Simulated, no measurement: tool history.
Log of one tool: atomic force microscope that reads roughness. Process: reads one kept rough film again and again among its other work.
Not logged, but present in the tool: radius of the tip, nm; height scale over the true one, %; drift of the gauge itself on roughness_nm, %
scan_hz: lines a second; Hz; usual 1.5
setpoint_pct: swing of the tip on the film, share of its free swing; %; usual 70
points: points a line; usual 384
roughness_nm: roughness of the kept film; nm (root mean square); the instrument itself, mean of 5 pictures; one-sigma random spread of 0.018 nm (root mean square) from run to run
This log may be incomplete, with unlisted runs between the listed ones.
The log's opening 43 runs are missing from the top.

| run | hour | scan_hz | setpoint_pct | points | pictures with this tip | hours of work since the height scale was calibrated | roughness_nm |
|---|---|---|---|---|---|---|---|
| 44 | 1152.6 | 3.31 | 72 | 384 | 126 | 34 | 4.17 |
| 45 | 1190.9 | 3.31 | 87 | 482 | 158 | 51 | 3.906 |
| 46 | 1218.9 | 3.31 | 87 | 482 | 182 | 64 | 3.857 |
| 47 | 1248.8 | 0.78 | 70 | 648 | 206 | 77 | 4.281 |
| 48 | 1288.9 | 0.78 | 70 | 648 | 240 | 95 | 4.267 |
| 49 | 1310.9 | 1.37 | 62 | 701 | 258 | 104 | 4.219 |
| 50 | 1335.6 | 1.37 | 62 | 701 | 278 | 115 | 4.201 |
| 51 | 1361.6 | 1.37 | 62 | 701 | 300 | 127 | 4.185 |
|  | 1364.4 | new tip fitted |
| 52 | 1378.8 | 1.37 | 62 | 701 | 12 | 134 | 4.521 |

Forecast each of these 4 alternatives for the next run:
| A | 1409.3 | 1.5 | 75 | 347 | 37 | 148 | ? |
| B | 1409.3 | 1.5 | 68 | 684 | 37 | 148 | ? |
| C | 1409.3 | 1.37 | 62 | 1001 | 37 | 148 | ? |
| D | 1409.3 | 1.15 | 75 | 332 | 37 | 148 | ? |

| run | roughness_nm |
|---|---|
| A | 4.393 |
| B | 4.427 |
| C | 4.449 |
| D | 4.41 |
With the hidden condition removed and each run's random variation left untouched, the same runs would have given:
| run | roughness_nm |
|---|---|
| A | 4.446 |
| B | 4.481 |
| C | 4.503 |
| D | 4.463 |
